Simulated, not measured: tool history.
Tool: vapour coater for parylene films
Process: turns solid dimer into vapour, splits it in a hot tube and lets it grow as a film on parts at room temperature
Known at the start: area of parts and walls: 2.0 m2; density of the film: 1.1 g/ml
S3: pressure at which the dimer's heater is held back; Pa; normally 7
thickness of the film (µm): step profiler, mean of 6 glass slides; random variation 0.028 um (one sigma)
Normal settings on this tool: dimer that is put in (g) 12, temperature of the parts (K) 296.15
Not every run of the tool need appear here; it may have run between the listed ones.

{"run": 1, "hour": 0.0, "dimer that is put in (g)": 12, "temperature of the parts (K)": 296.15, "S3": 7, "thickness of the film (µm)": 2.32}
{"run": 2, "hour": 13.4, "dimer that is put in (g)": 12, "temperature of the parts (K)": 296.15, "S3": 7, "thickness of the film (µm)": 2.27}
{"hour": 31.7, "done": "table's thermometer calibrated"}
{"run": 3, "hour": 33.2, "dimer that is put in (g)": 12, "temperature of the parts (K)": 296.15, "S3": 7, "thickness of the film (µm)": 2.36}
{"hour": 55.9, "done": "trap's valve overhauled"}
{"run": 4, "hour": 69.5, "dimer that is put in (g)": 12, "temperature of the parts (K)": 296.15, "S3": 7, "thickness of the film (µm)": 2.43}
{"run": 5, "hour": 94.8, "dimer that is put in (g)": 12, "temperature of the parts (K)": 296.15, "S3": 7, "thickness of the film (µm)": 2.4}
{"run": 6, "hour": 112.8, "dimer that is put in (g)": 12, "temperature of the parts (K)": 296.15, "S3": 7, "thickness of the film (µm)": 2.45}
{"run": 7, "hour": 137.2, "dimer that is put in (g)": 12, "temperature of the parts (K)": 303.15, "S3": 7, "thickness of the film (µm)": 2.07}
{"run": 8, "hour": 158.4, "dimer that is put in (g)": 12, "temperature of the parts (K)": 296.15, "S3": 7, "thickness of the film (µm)": 2.43}
{"run": 9, "hour": 177.5, "dimer that is put in (g)": 12, "temperature of the parts (K)": 296.15, "S3": 7, "thickness of the film (µm)": 2.42}
{"run": 10, "hour": 192.3, "dimer that is put in (g)": 12, "temperature of the parts (K)": 296.15, "S3": 7, "thickness of the film (µm)": 2.39}
{"run": 11, "hour": 208.7, "dimer that is put in (g)": 12, "temperature of the parts (K)": 296.15, "S3": 5.96, "thickness of the film (µm)": 2.44}
{"run": 12, "hour": 237.4, "dimer that is put in (g)": 12, "temperature of the parts (K)": 296.15, "S3": 2.52, "thickness of the film (µm)": 2.66}
{"run": 13, "hour": 259.8, "dimer that is put in (g)": 7, "temperature of the parts (K)": 296.15, "S3": 2.52, "thickness of the film (µm)": 1.54}
{"run": 14, "hour": 279.5, "dimer that is put in (g)": 7, "temperature of the parts (K)": 296.15, "S3": 2.52, "thickness of the film (µm)": 1.55}
{"run": 15, "hour": 294.1, "dimer that is put in (g)": 7, "temperature of the parts (K)": 296.15, "S3": 2.52, "thickness of the film (µm)": 1.55}
{"run": 16, "hour": 322.7, "dimer that is put in (g)": 12, "temperature of the parts (K)": 296.15, "S3": 9.03, "thickness of the film (µm)": 2.24}
{"hour": 336.5, "done": "trap's valve overhauled"}
{"run": 17, "hour": 353.5, "dimer that is put in (g)": 7, "temperature of the parts (K)": 291.15, "S3": 2.07, "thickness of the film (µm)": 1.82}
{"run": 18, "hour": 368.1, "dimer that is put in (g)": 5, "temperature of the parts (K)": 304.15, "S3": 3.43, "thickness of the film (µm)": 0.94}
{"run": 19, "hour": 395.9, "dimer that is put in (g)": 5, "temperature of the parts (K)": 304.15, "S3": 3.43, "thickness of the film (µm)": 0.92}
{"run": 20, "hour": 418.7, "dimer that is put in (g)": 7, "temperature of the parts (K)": 296.15, "S3": 4.85, "thickness of the film (µm)": 1.49}
{"run": 21, "hour": 450.6, "dimer that is put in (g)": 8, "temperature of the parts (K)": 291.15, "S3": 5.65, "thickness of the film (µm)": 1.84}
{"run": 22, "hour": 481.2, "dimer that is put in (g)": 9, "temperature of the parts (K)": 291.15, "S3": 6.71, "thickness of the film (µm)": 1.95}
{"run": 23, "hour": 505.5, "dimer that is put in (g)": 19, "temperature of the parts (K)": 291.15, "S3": 4.03, "thickness of the film (µm)": 4.4}
{"run": 24, "hour": 523.6, "dimer that is put in (g)": 11, "temperature of the parts (K)": 289.15, "S3": 3.44, "thickness of the film (µm)": 2.7}
{"run": 25, "hour": 542.9, "dimer that is put in (g)": 12, "temperature of the parts (K)": 296.15, "S3": 7.09, "thickness of the film (µm)": 2.33}
{"run": 26, "hour": 566.1, "dimer that is put in (g)": 12, "temperature of the parts (K)": 296.15, "S3": 7.09, "thickness of the film (µm)": 2.3}
{"run": 27, "hour": 591.8, "dimer that is put in (g)": 12, "temperature of the parts (K)": 296.15, "S3": 7.09, "thickness of the film (µm)": 2.3}
{"run": 28, "hour": 606.7, "dimer that is put in (g)": 12, "temperature of the parts (K)": 296.15, "S3": 7.09, "thickness of the film (µm)": 2.3}
{"hour": 614.8, "done": "trap's valve overhauled"}
{"run": 29, "hour": 628.5, "dimer that is put in (g)": 11, "temperature of the parts (K)": 306.15, "S3": 9.64, "thickness of the film (µm)": 1.71}
{"run": 30, "hour": 653.2, "dimer that is put in (g)": 12, "temperature of the parts (K)": 291.15, "S3": 2.64, "thickness of the film (µm)": 3}
{"run": 31, "hour": 684.6, "dimer that is put in (g)": 9, "temperature of the parts (K)": 296.15, "S3": 3.64, "thickness of the film (µm)": 1.94}

Difference, measured minus no-hidden-state, one row per run. Run-to-run variation is common to both terms; the gauge's own scatter need not be:
Hidden conditions of the tool in this case: vapour lost through the trap's worn valve, %; true temperature of the parts over the reading, C; drift of the gauge itself on film_um, %.
run=1 thickness_of_the_film_(µm)=-0.18
run=2 thickness_of_the_film_(µm)=-0.19
run=3 thickness_of_the_film_(µm)=-0.14
run=4 thickness_of_the_film_(µm)=-0.01
run=5 thickness_of_the_film_(µm)=-0.03
run=6 thickness_of_the_film_(µm)=-0.04
run=7 thickness_of_the_film_(µm)=-0.04
run=8 thickness_of_the_film_(µm)=-0.06
run=9 thickness_of_the_film_(µm)=-0.08
run=10 thickness_of_the_film_(µm)=-0.08
run=11 thickness_of_the_film_(µm)=-0.1
run=12 thickness_of_the_film_(µm)=-0.12
run=13 thickness_of_the_film_(µm)=-0.09
run=14 thickness_of_the_film_(µm)=-0.09
run=15 thickness_of_the_film_(µm)=-0.09
run=16 thickness_of_the_film_(µm)=-0.15
run=17 thickness_of_the_film_(µm)=-0.03
run=18 thickness_of_the_film_(µm)=-0.01
run=19 thickness_of_the_film_(µm)=-0.03
run=20 thickness_of_the_film_(µm)=-0.04
run=21 thickness_of_the_film_(µm)=-0.07
run=22 thickness_of_the_film_(µm)=-0.09
run=23 thickness_of_the_film_(µm)=-0.23
run=24 thickness_of_the_film_(µm)=-0.15
run=25 thickness_of_the_film_(µm)=-0.15
run=26 thickness_of_the_film_(µm)=-0.16
run=27 thickness_of_the_film_(µm)=-0.18
run=28 thickness_of_the_film_(µm)=-0.18
run=29 thickness_of_the_film_(µm)=-0.04
run=30 thickness_of_the_film_(µm)=-0.08
run=31 thickness_of_the_film_(µm)=-0.06
